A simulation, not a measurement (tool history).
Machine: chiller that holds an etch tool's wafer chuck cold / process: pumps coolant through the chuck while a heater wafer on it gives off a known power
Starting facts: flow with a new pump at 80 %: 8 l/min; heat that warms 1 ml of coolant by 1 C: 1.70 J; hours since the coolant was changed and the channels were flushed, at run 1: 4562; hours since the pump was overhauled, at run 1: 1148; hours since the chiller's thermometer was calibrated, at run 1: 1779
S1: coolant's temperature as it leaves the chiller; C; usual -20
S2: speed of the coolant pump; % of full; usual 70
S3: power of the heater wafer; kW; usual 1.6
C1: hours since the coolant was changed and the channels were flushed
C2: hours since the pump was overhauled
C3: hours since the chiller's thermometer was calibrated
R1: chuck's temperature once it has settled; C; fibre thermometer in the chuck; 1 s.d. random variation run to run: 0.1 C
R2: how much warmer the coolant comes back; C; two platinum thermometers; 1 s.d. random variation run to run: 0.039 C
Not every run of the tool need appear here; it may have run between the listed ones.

run 1 hour=0 | S1=-20 S2=70 S3=1.6 | C1=4562 C2=1148 C3=1779 | R1=-4 R2=8.27
run 2 hour=168.2 | S1=-20 S2=70 S3=1.6 | C1=4730 C2=1316 C3=1947 | R1=-3.9 R2=8.33
run 3 hour=400 | S1=-20 S2=70 S3=1.6 | C1=4962 C2=1548 C3=2179 | R1=-4 R2=8.34
-- hour=513.1 chiller's thermometer calibrated
run 4 hour=552.3 | S1=-20 S2=70 S3=1.6 | C1=5114 C2=1699 C3=39 | R1=-4.1 R2=8.32
run 5 hour=770.4 | S1=-20 S2=70 S3=1.193 | C1=5332 C2=1917 C3=257 | R1=-7.9 R2=6.21
run 6 hour=898.7 | S1=-20 S2=70 S3=1.6 | C1=5460 C2=2046 C3=386 | R1=-3.7 R2=8.23
run 7 hour=1010.2 | S1=-20 S2=70 S3=1.6 | C1=5571 C2=2157 C3=497 | R1=-3.9 R2=8.38
run 8 hour=1130.5 | S1=-20 S2=65 S3=1.6 | C1=5692 C2=2278 C3=617 | R1=-2.5 R2=9.05
run 9 hour=1242.3 | S1=-22 S2=70 S3=1.6 | C1=5803 C2=2389 C3=729 | R1=-5.5 R2=8.38
-- hour=1259.9 coolant pump overhauled
run 10 hour=1429.3 | S1=-22 S2=70 S3=1.6 | C1=5985 C2=169 C3=911 | R1=-5.2 R2=8.53
run 11 hour=1538.4 | S1=-22 S2=70 S3=1.6 | C1=6095 C2=279 C3=1020 | R1=-5.3 R2=8.49
run 12 hour=1705.3 | S1=-18 S2=81 S3=1.242 | C1=6261 C2=445 C3=1187 | R1=-6.6 R2=5.64
run 13 hour=1853 | S1=-18 S2=81 S3=1.242 | C1=6409 C2=593 C3=1335 | R1=-6.7 R2=5.69
-- hour=2008.3 coolant pump overhauled, once more
run 14 hour=2008.3 | S1=-18 S2=81 S3=1.242 | C1=6560 C2=0 C3=1485 | R1=-7 R2=5.41
run 15 hour=2221.9 | S1=-18 S2=81 S3=1.242 | C1=6773 C2=214 C3=1699 | R1=-7 R2=5.42
-- hour=2439.9 coolant changed, channels flushed
run 16 hour=2439.9 | S1=-10 S2=73 S3=0.93 | C1=0 C2=426 C3=1911 | R1=-1.4 R2=4.51
run 17 hour=2578.1 | S1=-20 S2=82 S3=1.004 | C1=138 C2=564 C3=2049 | R1=-11.8 R2=4.37
run 18 hour=2741.8 | S1=-20 S2=73 S3=1.038 | C1=302 C2=727 C3=2213 | R1=-10.7 R2=5.13
-- hour=2824.3 chiller's thermometer calibrated
run 19 hour=2965.5 | S1=-20 S2=68 S3=1.958 | C1=525 C2=950 C3=141 | R1=-0.7 R2=10.32
run 20 hour=3151.1 | S1=-17 S2=68 S3=1.958 | C1=710 C2=1136 C3=327 | R1=2.1 R2=10.38
run 21 hour=3313.9 | S1=-13 S2=68 S3=1.19 | C1=873 C2=1299 C3=490 | R1=-1.5 R2=6.31
run 22 hour=3443.1 | S1=-20 S2=84 S3=1.6 | C1=1002 C2=1428 C3=619 | R1=-7.1 R2=6.86

Consider 3 possible next runs. They are alternatives, not a sequence: every one starts from the tool as it was left by run 22. What does each give?
run A hour=3537 | S1=-20 S2=100 S3=0.831 | C1=1096 C2=1522 C3=713 | R1=? R2=?
run B hour=3537 | S1=-20 S2=84 S3=1.398 | C1=1096 C2=1522 C3=713 | R1=? R2=?
run C hour=3537 | S1=-20 S2=72 S3=1.6 | C1=1096 C2=1522 C3=713 | R1=? R2=?

run=A R1=-14.4 R2=3
run=B R1=-8.6 R2=6.08
run=C R1=-5.1 R2=8.03
Stripped of hidden state, with their random variation kept, the same runs would have yielded:
run=A R1=-14.6 R2=2.94
run=B R1=-9.1 R2=5.95
run=C R1=-5.7 R2=7.86
